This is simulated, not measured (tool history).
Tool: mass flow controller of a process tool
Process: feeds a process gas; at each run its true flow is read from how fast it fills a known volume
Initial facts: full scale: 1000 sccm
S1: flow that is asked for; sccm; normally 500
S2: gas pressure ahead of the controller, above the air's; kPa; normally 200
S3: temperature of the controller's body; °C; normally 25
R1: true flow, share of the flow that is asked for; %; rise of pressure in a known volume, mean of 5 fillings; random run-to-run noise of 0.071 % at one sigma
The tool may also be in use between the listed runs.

Run 1, hour 0: usual settings. Result: R1 102.12 %.
Run 2, hour 143: usual settings but S2 213 kPa. Result: R1 101.95 %.
Run 3, hour 265.2: usual settings but S2 213 kPa. Result: R1 102.02 %.
Run 4, hour 372.8: usual settings but S1 125 sccm, S2 213 kPa. Result: R1 103.47 %.
Run 5, hour 486.5: usual settings. Result: R1 102.2 %.
Run 6, hour 676.9: usual settings. Result: R1 102.31 %.
Run 7, hour 785.9: usual settings but S3 32 °C. Result: R1 102.52 %.
Run 8, hour 887.8: usual settings but S2 211 kPa, S3 32 °C. Result: R1 102.47 %.
Run 9, hour 1081: usual settings. Result: R1 102.39 %.
Run 10, hour 1229.7: usual settings but S2 179 kPa. Result: R1 102.55 %.
Run 11, hour 1386.6: usual settings but S2 179 kPa. Result: R1 102.53 %.
Run 12, hour 1467.9: usual settings but S2 179 kPa. Result: R1 102.53 %.
At hour 1476.8: controller's zero set anew.
Run 13, hour 1586.8: usual settings but S3 36 °C. Result: R1 102.78 %.
At hour 1707.9: controller exchanged for a calibrated one.
Run 14, hour 1780.7: usual settings but S2 231 kPa. Result: R1 99.54 %.
Run 15, hour 1889.7: usual settings but S1 113 sccm. Result: R1 99.85 %.
Run 16, hour 2068.6: usual settings but S3 39 °C. Result: R1 100.36 %.
Run 17, hour 2255.7: usual settings but S3 39 °C. Result: R1 100.43 %.
At hour 2301.1: controller's zero set anew, once more.
Run 18, hour 2411.8: usual settings. Result: R1 99.92 %.
Run 19, hour 2519.7: usual settings but S1 257 sccm. Result: R1 100.04 %.
Run 20, hour 2641.4: usual settings but S1 257 sccm. Result: R1 99.88 %.
Run 21, hour 2740.2: usual settings but S1 257 sccm. Result: R1 100.07 %.
Run 22, hour 2841.7: usual settings but S1 311 sccm, S2 242 kPa, S3 22 °C. Result: R1 99.79 %.
Run 23, hour 2965.2: usual settings but S1 441 sccm, S2 154 kPa, S3 29 °C. Result: R1 100.6 %.
Run 24, hour 3083.4: usual settings but S1 441 sccm, S2 154 kPa, S3 29 °C. Result: R1 100.64 %.
Run 25, hour 3180.6: usual settings but S1 441 sccm, S2 154 kPa, S3 29 °C. Result: R1 100.64 %.
Run 26, hour 3273.1: usual settings but S3 34 °C. Result: R1 100.35 %.
Run 27, hour 3416.1: usual settings but S3 24 °C. Result: R1 100.41 %.
Run 28, hour 3564: usual settings but S3 24 °C. Result: R1 100.29 %.
Run 29, hour 3698.7: usual settings but S1 389 sccm, S2 176 kPa, S3 29 °C. Result: R1 100.72 %.
Run 30, hour 3803.9: usual settings but S1 877 sccm, S3 22 °C. Result: R1 100.43 %.
Run 31, hour 3981.2: usual settings but S1 877 sccm, S3 22 °C. Result: R1 100.45 %.
Run 32, hour 4136.6: usual settings but S1 471 sccm, S2 248 kPa, S3 33 °C. Result: R1 100.3 %.
Run 33, hour 4337.5: usual settings but S2 218 kPa. Result: R1 100.18 %.
Run 34, hour 4423.1: usual settings but S2 272 kPa. Result: R1 99.97 %.
Run 35, hour 4521.3: usual settings but S2 168 kPa. Result: R1 100.62 %.
Run 36, hour 4679.5: usual settings but S2 168 kPa. Result: R1 100.83 %.

3 options for the next run, each taken on its own from the tool as it stands now. Forecast them:
Run A, hour 4802.5: usual settings but S3 20 °C. Result: R1 ?.
Run B, hour 4802.5: usual settings but S1 632 sccm, S3 27 °C. Result: R1 ?.
Run C, hour 4802.5: usual settings but S3 23 °C. Result: R1 ?.

run      R1
  A  100.45
  B  100.65
  C  100.47
Stripped of hidden state, with their random variation kept, the same runs would have yielded:
run     R1
  A   99.7
  B  99.93
  C  99.73
